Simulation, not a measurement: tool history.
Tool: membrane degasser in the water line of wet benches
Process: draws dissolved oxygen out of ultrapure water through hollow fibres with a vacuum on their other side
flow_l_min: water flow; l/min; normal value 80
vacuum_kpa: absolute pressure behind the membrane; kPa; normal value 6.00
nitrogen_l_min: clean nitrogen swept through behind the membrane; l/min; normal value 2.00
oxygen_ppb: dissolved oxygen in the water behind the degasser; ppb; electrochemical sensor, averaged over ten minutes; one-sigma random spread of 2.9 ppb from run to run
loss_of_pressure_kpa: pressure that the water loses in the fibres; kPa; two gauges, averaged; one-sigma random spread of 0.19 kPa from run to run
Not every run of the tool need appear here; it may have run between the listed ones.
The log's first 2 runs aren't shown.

run	day	flow_l_min	vacuum_kpa	nitrogen_l_min	hours since the membrane was changed	hours since the vacuum gauge was calibrated	hours since the vacuum lines were made tight	oxygen_ppb	loss_of_pressure_kpa
3	6.571	80	3.87	2.00	1854	2923	1339	129.6	36.40
4	9.154	80	3.87	2.00	1916	2985	1401	128.3	36.61
5	12.275	80	3.87	2.00	1991	3060	1476	127.5	36.40
6	15.138	80	3.87	2.00	2060	3128	1545	126.9	36.62
7	18.888	80	6.00	2.00	2149	3218	1635	296.6	36.73
8	22.421	80	6.00	2.00	2234	3303	1720	287.8	36.82
9	26.054	80	6.00	2.00	2322	3390	1807	295.4	36.95
10	28.217	107	6.00	2.00	2373	3442	1859	390.5	49.09
11	30.683	80	6.00	2.00	2433	3501	1918	289.4	36.68
12	34.817	80	6.00	2.00	2532	3601	2017	290.9	36.88
13	39.400	80	6.00	2.00	2642	3711	2127	288.3	36.46
14	41.354	80	6.00	2.00	2689	3758	2174	292.2	36.99
15	44.650	80	6.00	2.00	2768	3837	2253	293.7	36.42
16	46.967	80	5.06	2.13	2823	3892	2309	212.1	36.97
17	49.308	80	5.06	2.13	2880	3948	2365	215.9	36.94
18	53.892	80	5.06	2.13	2990	4058	2475	213.1	36.61

The next listed run, before its measurement:
19	57.971	122	6.00	2.00	3087	4156	2573	?	?

{"run 19": {"oxygen_ppb": 446.4, "loss_of_pressure_kpa": 56.31}}
Had the tool carried no hidden state, the very same run would have given oxygen_ppb 445.9 ppb, loss_of_pressure_kpa 56.30 kPa.

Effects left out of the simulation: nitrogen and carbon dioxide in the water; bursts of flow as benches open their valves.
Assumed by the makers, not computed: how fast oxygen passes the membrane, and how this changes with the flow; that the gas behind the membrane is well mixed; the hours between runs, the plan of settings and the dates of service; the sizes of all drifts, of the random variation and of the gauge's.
